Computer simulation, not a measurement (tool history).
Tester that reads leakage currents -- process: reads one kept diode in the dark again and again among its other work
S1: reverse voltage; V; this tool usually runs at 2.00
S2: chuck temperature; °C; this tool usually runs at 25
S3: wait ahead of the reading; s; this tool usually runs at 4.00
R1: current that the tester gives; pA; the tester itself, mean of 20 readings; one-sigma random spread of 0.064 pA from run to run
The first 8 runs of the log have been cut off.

run	hour	S1	S2	S3	R1
9	207.6	2.00	25	0.49	14.86
10	239.5	2.00	25	0.49	14.81
11	270.8	2.00	25	0.49	14.95
12	294.0	2.00	25	0.49	14.76
13	315.2	2.00	25	4.00	13.30
14	336.8	2.00	25	4.00	13.43
15	357.9	2.00	25	4.00	13.48
16	387.8	2.00	25	6.90	13.42
17	421.4	2.00	25	6.90	13.26
18	437.2	2.00	25	6.90	13.41
19	464.6	2.00	25	6.90	13.32
20	481.0	2.00	25	6.90	13.44

Run 21 is up next; what results do you expect?
21	509.8	6.98	25	4.00	?

Run 21 gave R1 22.47 pA.
With the hidden condition absent and the run-to-run variation left alone, this run would have shown R1 21.98 pA.

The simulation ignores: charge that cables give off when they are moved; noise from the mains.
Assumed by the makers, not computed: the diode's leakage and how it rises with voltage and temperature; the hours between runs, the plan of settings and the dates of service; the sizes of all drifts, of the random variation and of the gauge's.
